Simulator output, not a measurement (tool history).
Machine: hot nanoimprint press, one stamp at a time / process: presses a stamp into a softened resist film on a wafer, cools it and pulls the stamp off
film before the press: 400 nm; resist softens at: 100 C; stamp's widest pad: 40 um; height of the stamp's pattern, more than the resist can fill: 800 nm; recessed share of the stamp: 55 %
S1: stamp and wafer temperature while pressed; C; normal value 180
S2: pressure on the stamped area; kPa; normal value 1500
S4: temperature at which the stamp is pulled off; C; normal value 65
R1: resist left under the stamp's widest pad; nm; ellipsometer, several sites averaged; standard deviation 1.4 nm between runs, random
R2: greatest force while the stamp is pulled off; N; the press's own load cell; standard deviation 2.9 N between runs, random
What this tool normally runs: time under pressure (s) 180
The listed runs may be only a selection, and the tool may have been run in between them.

{"run": 1, "hour": 0.0, "S1": 180, "S2": 1500, "time under pressure (s)": 180, "S4": 65, "R1": 222.8, "R2": 150}
{"run": 2, "hour": 22.7, "S1": 180, "S2": 1500, "time under pressure (s)": 180, "S4": 65, "R1": 221.7, "R2": 159}
{"run": 3, "hour": 41.7, "S1": 180, "S2": 1500, "time under pressure (s)": 180, "S4": 61, "R1": 222.5, "R2": 165}
{"run": 4, "hour": 56.8, "S1": 180, "S2": 1820, "time under pressure (s)": 180, "S4": 65, "R1": 203.6, "R2": 161}
{"run": 5, "hour": 70.3, "S1": 180, "S2": 1500, "time under pressure (s)": 180, "S4": 52, "R1": 223.9, "R2": 204}
{"run": 6, "hour": 90.1, "S1": 180, "S2": 1500, "time under pressure (s)": 180, "S4": 52, "R1": 223.3, "R2": 204}
{"run": 7, "hour": 117.2, "S1": 180, "S2": 1500, "time under pressure (s)": 180, "S4": 52, "R1": 225.7, "R2": 208}
{"run": 8, "hour": 136.0, "S1": 180, "S2": 1500, "time under pressure (s)": 180, "S4": 69, "R1": 228.8, "R2": 147}
{"run": 9, "hour": 153.6, "S1": 180, "S2": 1500, "time under pressure (s)": 329, "S4": 69, "R1": 185.8, "R2": 152}
{"run": 10, "hour": 169.4, "S1": 180, "S2": 1500, "time under pressure (s)": 329, "S4": 69, "R1": 188.8, "R2": 155}
{"hour": 174.9, "done": "plate thermocouple calibrated"}
{"run": 11, "hour": 189.1, "S1": 180, "S2": 1500, "time under pressure (s)": 329, "S4": 69, "R1": 187.8, "R2": 159}
{"run": 12, "hour": 205.3, "S1": 180, "S2": 1500, "time under pressure (s)": 329, "S4": 69, "R1": 187.5, "R2": 156}
{"run": 13, "hour": 223.4, "S1": 180, "S2": 1500, "time under pressure (s)": 329, "S4": 69, "R1": 188.2, "R2": 163}
{"run": 14, "hour": 238.2, "S1": 180, "S2": 1500, "time under pressure (s)": 329, "S4": 69, "R1": 189.9, "R2": 162}
{"hour": 243.1, "done": "plate thermocouple calibrated, once more"}
{"run": 15, "hour": 260.2, "S1": 180, "S2": 1500, "time under pressure (s)": 180, "S4": 65, "R1": 222.1, "R2": 168}
{"run": 16, "hour": 286.8, "S1": 180, "S2": 980, "time under pressure (s)": 197, "S4": 65, "R1": 259.8, "R2": 176}

Run 17, settings as shown, results not yet in. Your forecast:
{"run": 17, "hour": 302.5, "S1": 180, "S2": 980, "time under pressure (s)": 197, "S4": 65, "R1": "?", "R2": "?"}

{"run 17": {"R1": 260.3, "R2": 178}}
Without the tool's hidden state the same run would have given R1 256.6 nm, R2 142 N.

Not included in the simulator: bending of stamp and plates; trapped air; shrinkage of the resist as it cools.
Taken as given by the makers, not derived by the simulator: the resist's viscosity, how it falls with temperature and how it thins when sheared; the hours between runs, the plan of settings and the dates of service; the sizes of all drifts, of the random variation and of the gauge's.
